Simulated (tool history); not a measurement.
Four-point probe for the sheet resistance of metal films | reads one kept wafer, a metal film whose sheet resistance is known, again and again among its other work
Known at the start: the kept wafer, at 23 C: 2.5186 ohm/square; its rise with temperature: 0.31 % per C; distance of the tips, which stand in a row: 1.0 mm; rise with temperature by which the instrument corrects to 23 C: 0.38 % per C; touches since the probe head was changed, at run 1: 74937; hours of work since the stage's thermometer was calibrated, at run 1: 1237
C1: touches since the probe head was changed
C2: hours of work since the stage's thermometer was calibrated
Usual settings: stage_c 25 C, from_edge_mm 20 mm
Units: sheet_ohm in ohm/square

run 1 day=0.000 | stage_c=25 from_edge_mm=20 | C1=74937 C2=1237 | sheet_ohm=2.506441
run 2 day=3.642 | stage_c=25 from_edge_mm=20 | C1=78173 C2=1280 | sheet_ohm=2.506838
run 3 day=5.375 | stage_c=25 from_edge_mm=20 | C1=79710 C2=1300 | sheet_ohm=2.505846
run 4 day=7.842 | stage_c=25 from_edge_mm=20 | C1=81904 C2=1329 | sheet_ohm=2.505224
run 5 day=10.746 | stage_c=18 from_edge_mm=20 | C1=84483 C2=1363 | sheet_ohm=2.517751
run 6 day=12.783 | stage_c=18 from_edge_mm=20 | C1=86296 C2=1387 | sheet_ohm=2.517257
run 7 day=16.408 | stage_c=18 from_edge_mm=20 | C1=89516 C2=1430 | sheet_ohm=2.517501
run 8 day=18.467 | stage_c=18 from_edge_mm=20 | C1=91343 C2=1454 | sheet_ohm=2.516178
run 9 day=22.446 | stage_c=18 from_edge_mm=20 | C1=94880 C2=1501 | sheet_ohm=2.514811
run 10 day=24.375 | stage_c=25 from_edge_mm=14 | C1=96594 C2=1523 | sheet_ohm=2.505962
run 11 day=27.171 | stage_c=33 from_edge_mm=14 | C1=99076 C2=1556 | sheet_ohm=2.492274
run 12 day=30.392 | stage_c=23 from_edge_mm=20 | C1=101941 C2=1594 | sheet_ohm=2.506012
run 13 day=34.092 | stage_c=23 from_edge_mm=20 | C1=105228 C2=1638 | sheet_ohm=2.504637
run 14 day=37.708 | stage_c=23 from_edge_mm=20 | C1=108439 C2=1680 | sheet_ohm=2.503982
run 15 day=40.475 | stage_c=23 from_edge_mm=20 | C1=110898 C2=1712 | sheet_ohm=2.504827
run 16 day=42.304 | stage_c=23 from_edge_mm=20 | C1=112524 C2=1734 | sheet_ohm=2.502689
run 17 day=45.800 | stage_c=23 from_edge_mm=20 | C1=115629 C2=1775 | sheet_ohm=2.502266
run 18 day=47.675 | stage_c=25 from_edge_mm=20 | C1=117294 C2=1797 | sheet_ohm=2.499029
run 19 day=49.950 | stage_c=25 from_edge_mm=29 | C1=119316 C2=1824 | sheet_ohm=2.496821
run 20 day=53.562 | stage_c=25 from_edge_mm=20 | C1=122526 C2=1866 | sheet_ohm=2.498077
run 21 day=56.592 | stage_c=21 from_edge_mm=20 | C1=125216 C2=1902 | sheet_ohm=2.505424
run 22 day=60.250 | stage_c=25 from_edge_mm=20 | C1=128468 C2=1945 | sheet_ohm=2.497440
run 23 day=62.725 | stage_c=19 from_edge_mm=9 | C1=130667 C2=1974 | sheet_ohm=2.519593
run 24 day=65.029 | stage_c=26 from_edge_mm=26 | C1=132715 C2=2001 | sheet_ohm=2.493685
run 25 day=68.083 | stage_c=26 from_edge_mm=26 | C1=135427 C2=2036 | sheet_ohm=2.492763
run 26 day=70.717 | stage_c=26 from_edge_mm=26 | C1=137767 C2=2067 | sheet_ohm=2.492327
run 27 day=73.762 | stage_c=28 from_edge_mm=20 | C1=140473 C2=2103 | sheet_ohm=2.489673
run 28 day=76.071 | stage_c=21 from_edge_mm=42 | C1=142526 C2=2130 | sheet_ohm=2.498550
run 29 day=77.925 | stage_c=21 from_edge_mm=9 | C1=144170 C2=2152 | sheet_ohm=2.514365
run 30 day=80.529 | stage_c=34 from_edge_mm=3 | C1=146484 C2=2183 | sheet_ohm=2.614642
run 31 day=84.542 | stage_c=28 from_edge_mm=12 | C1=150049 C2=2230 | sheet_ohm=2.494186
run 32 day=88.133 | stage_c=21 from_edge_mm=3 | C1=153243 C2=2272 | sheet_ohm=2.636236
run 33 day=91.271 | stage_c=22 from_edge_mm=49 | C1=156029 C2=2309 | sheet_ohm=2.493803
run 34 day=93.000 | stage_c=18 from_edge_mm=32 | C1=157564 C2=2329 | sheet_ohm=2.502408
run 35 day=94.825 | stage_c=18 from_edge_mm=32 | C1=159188 C2=2350 | sheet_ohm=2.501024
run 36 day=98.650 | stage_c=29 from_edge_mm=51 | C1=162586 C2=2395 | sheet_ohm=2.481188
run 37 day=102.717 | stage_c=28 from_edge_mm=5 | C1=166198 C2=2443 | sheet_ohm=2.534435
run 38 day=104.721 | stage_c=28 from_edge_mm=5 | C1=167979 C2=2466 | sheet_ohm=2.534508
run 39 day=107.204 | stage_c=19 from_edge_mm=6 | C1=170186 C2=2496 | sheet_ohm=2.532925
run 40 day=108.933 | stage_c=19 from_edge_mm=6 | C1=171723 C2=2516 | sheet_ohm=2.532831

Run 41 comes next. What will it give?
run 41 day=110.925 | stage_c=28 from_edge_mm=4 | C1=173492 C2=2539 | sheet_ohm=?

{"run 41": {"sheet_ohm": 2.561633}}
Without the tool's hidden state the same run would have given sheet_ohm 2.591985 ohm/square.
